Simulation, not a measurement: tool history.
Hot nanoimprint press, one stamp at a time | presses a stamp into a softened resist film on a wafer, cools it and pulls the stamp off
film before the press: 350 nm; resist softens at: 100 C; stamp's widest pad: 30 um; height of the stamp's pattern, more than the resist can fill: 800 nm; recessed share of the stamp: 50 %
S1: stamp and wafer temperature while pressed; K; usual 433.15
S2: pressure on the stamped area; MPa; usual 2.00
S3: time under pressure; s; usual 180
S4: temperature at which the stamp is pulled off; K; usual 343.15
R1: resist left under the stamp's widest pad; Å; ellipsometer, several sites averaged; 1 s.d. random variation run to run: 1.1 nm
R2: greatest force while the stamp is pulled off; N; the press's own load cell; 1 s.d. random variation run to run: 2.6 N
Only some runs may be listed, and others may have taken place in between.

Run 1, hour 0.0: usual settings. Result: R1 1662 Å, R2 127 N.
Run 2, hour 55.1: usual settings but S1 422.15 K. Result: R1 2754 Å, R2 124 N.
Run 3, hour 79.8: usual settings but S1 422.15 K. Result: R1 2740 Å, R2 123 N.
Run 4, hour 122.4: usual settings but S1 422.15 K. Result: R1 2758 Å, R2 125 N.
Run 5, hour 158.7: usual settings. Result: R1 1684 Å, R2 116 N.
Run 6, hour 200.8: usual settings but S2 3.08 MPa. Result: R1 1395 Å, R2 121 N.
Run 7, hour 246.8: usual settings. Result: R1 1685 Å, R2 125 N.
Run 8, hour 287.3: usual settings. Result: R1 1670 Å, R2 124 N.
Run 9, hour 335.6: usual settings but S1 437.15 K. Result: R1 1337 Å, R2 124 N.
Run 10, hour 395.8: usual settings but S2 2.71 MPa. Result: R1 1481 Å, R2 124 N.
At hour 412.5: plate thermocouple calibrated.
At hour 446.1: stamp cleaned and given a new release coat.
Run 11, hour 454.9: usual settings but S2 2.71 MPa. Result: R1 1477 Å, R2 123 N.
Run 12, hour 487.6: usual settings but S1 423.15 K. Result: R1 2681 Å, R2 118 N.
Run 13, hour 546.8: usual settings but S2 2.70 MPa. Result: R1 1484 Å, R2 125 N.
Run 14, hour 577.9: usual settings but S2 1.40 MPa. Result: R1 1899 Å, R2 120 N.
Run 15, hour 607.6: usual settings but S2 2.71 MPa. Result: R1 1464 Å, R2 122 N.
Run 16, hour 655.5: usual settings but S1 444.15 K, S2 2.34 MPa, S3 186 s, S4 332.15 K. Result: R1 831 Å, R2 131 N.
Run 17, hour 709.4: usual settings but S1 444.15 K, S2 2.34 MPa, S3 186 s, S4 332.15 K. Result: R1 829 Å, R2 136 N.
Run 18, hour 769.7: usual settings but S2 1.37 MPa, S3 140 s, S4 339.15 K. Result: R1 2096 Å, R2 123 N.
Run 19, hour 822.0: usual settings but S3 125 s. Result: R1 1923 Å, R2 123 N.
Run 20, hour 873.2: usual settings but S3 125 s. Result: R1 1910 Å, R2 118 N.
Run 21, hour 908.5: usual settings but S3 125 s. Result: R1 1908 Å, R2 124 N.
Run 22, hour 938.3: usual settings but S3 126 s, S4 347.15 K. Result: R1 1900 Å, R2 121 N.
Run 23, hour 962.6: usual settings but S1 440.15 K, S3 155 s. Result: R1 1216 Å, R2 124 N.
Run 24, hour 990.9: usual settings but S3 305 s. Result: R1 1374 Å, R2 118 N.
Run 25, hour 1027.7: usual settings but S1 438.15 K, S3 176 s. Result: R1 1274 Å, R2 122 N.
Run 26, hour 1064.2: usual settings but S1 421.15 K, S2 2.84 MPa. Result: R1 2673 Å, R2 125 N.
Run 27, hour 1121.5: usual settings but S1 439.15 K, S2 1.22 MPa, S4 347.15 K. Result: R1 1480 Å, R2 123 N.
At hour 1148.3: press's hydraulic seals changed and the load cell set to zero.
Run 28, hour 1184.4: usual settings but S1 439.15 K, S2 1.22 MPa, S4 347.15 K. Result: R1 1486 Å, R2 120 N.
Run 29, hour 1223.3: usual settings but S1 438.15 K, S2 1.22 MPa, S4 350.15 K. Result: R1 1574 Å, R2 118 N.

Alternative continuations, all from the tool just after run 29; predict every row:
Run A, hour 1265.0: usual settings but S4 340.15 K. Result: R1 ?, R2 ?.
Run B, hour 1265.0: usual settings but S1 438.15 K, S2 1.22 MPa, S4 338.15 K. Result: R1 ?, R2 ?.
Run C, hour 1265.0: usual settings but S1 438.15 K, S2 1.22 MPa, S4 344.15 K. Result: R1 ?, R2 ?.

run    R1   R2
  A  1665  128
  B  1585  129
  C  1581  121
With the hidden condition removed and each run's random variation left untouched, the same runs would have given:
run    R1   R2
  A  1662  127
  B  1581  128
  C  1577  120
